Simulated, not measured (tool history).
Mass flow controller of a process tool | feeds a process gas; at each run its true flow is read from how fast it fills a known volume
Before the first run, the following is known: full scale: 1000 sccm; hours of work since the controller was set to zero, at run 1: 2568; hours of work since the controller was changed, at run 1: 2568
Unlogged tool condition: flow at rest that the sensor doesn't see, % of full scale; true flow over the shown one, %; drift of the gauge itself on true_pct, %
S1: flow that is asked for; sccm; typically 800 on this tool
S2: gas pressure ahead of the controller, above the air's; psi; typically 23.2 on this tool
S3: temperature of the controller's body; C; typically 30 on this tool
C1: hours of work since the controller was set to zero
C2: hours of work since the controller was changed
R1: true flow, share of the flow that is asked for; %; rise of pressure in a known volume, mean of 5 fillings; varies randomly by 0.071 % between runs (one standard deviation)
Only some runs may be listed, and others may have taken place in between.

run 1 hour=0 | S1=800 S2=23.2 S3=30 | C1=2568 C2=2568 | R1=99.34
run 2 hour=347.3 | S1=800 S2=23.2 S3=30 | C1=2823 C2=2823 | R1=99.54
run 3 hour=842.6 | S1=800 S2=23.2 S3=30 | C1=3187 C2=3187 | R1=99.56
run 4 hour=1171.4 | S1=287 S2=23.2 S3=30 | C1=3428 C2=3428 | R1=98.84
run 5 hour=1469 | S1=287 S2=23.6 S3=30 | C1=3646 C2=3646 | R1=99.02
run 6 hour=1742.7 | S1=800 S2=23.2 S3=30 | C1=3847 C2=3847 | R1=99.57
run 7 hour=2202.7 | S1=800 S2=20.6 S3=30 | C1=4185 C2=4185 | R1=99.75
run 8 hour=2516.7 | S1=800 S2=20.6 S3=30 | C1=4415 C2=4415 | R1=99.91
run 9 hour=2943.5 | S1=800 S2=23.2 S3=30 | C1=4728 C2=4728 | R1=99.82
run 10 hour=3427.9 | S1=800 S2=23.2 S3=30 | C1=5084 C2=5084 | R1=100.04
run 11 hour=3973.5 | S1=114 S2=23.2 S3=30 | C1=5484 C2=5484 | R1=99.12
run 12 hour=4356.3 | S1=114 S2=23.2 S3=30 | C1=5765 C2=5765 | R1=99.22
run 13 hour=4630.5 | S1=114 S2=23.2 S3=30 | C1=5966 C2=5966 | R1=99.29
run 14 hour=4855.3 | S1=114 S2=23.2 S3=30 | C1=6131 C2=6131 | R1=99.25
run 15 hour=5163 | S1=873 S2=30 S3=33 | C1=6357 C2=6357 | R1=100.04
run 16 hour=5616.3 | S1=873 S2=30 S3=33 | C1=6690 C2=6690 | R1=100.16
run 17 hour=5914.5 | S1=696 S2=30.3 S3=30 | C1=6908 C2=6908 | R1=100.2
run 18 hour=6241.2 | S1=596 S2=35.1 S3=32 | C1=7148 C2=7148 | R1=99.92
run 19 hour=6555.4 | S1=596 S2=35 S3=32 | C1=7379 C2=7379 | R1=100.12
run 20 hour=6911.9 | S1=272 S2=39.2 S3=27 | C1=7640 C2=7640 | R1=100.07
run 21 hour=7322.7 | S1=773 S2=26 S3=23 | C1=7942 C2=7942 | R1=101.2
run 22 hour=7674.3 | S1=773 S2=26 S3=23 | C1=8200 C2=8200 | R1=101.17
run 23 hour=7958.6 | S1=429 S2=22.6 S3=30 | C1=8408 C2=8408 | R1=100.37
run 24 hour=8471.7 | S1=429 S2=22.6 S3=30 | C1=8785 C2=8785 | R1=100.27

Forecast each of these 3 alternatives for the next run:
-- hour=8623 controller's zero set anew
run A hour=8866.9 | S1=429 S2=35.1 S3=36 | C1=179 C2=9075 | R1=?
-- hour=8623 controller's zero set anew
run B hour=8866.9 | S1=105 S2=33.9 S3=36 | C1=179 C2=9075 | R1=?
-- hour=8623 controller's zero set anew
run C hour=8866.9 | S1=238 S2=20.7 S3=30 | C1=179 C2=9075 | R1=?

run=A R1=99.94
run=B R1=99.5
run=C R1=100.15
Without the tool's unlogged condition, the same runs would have read:
run=A R1=98.4
run=B R1=97.97
run=C R1=98.61

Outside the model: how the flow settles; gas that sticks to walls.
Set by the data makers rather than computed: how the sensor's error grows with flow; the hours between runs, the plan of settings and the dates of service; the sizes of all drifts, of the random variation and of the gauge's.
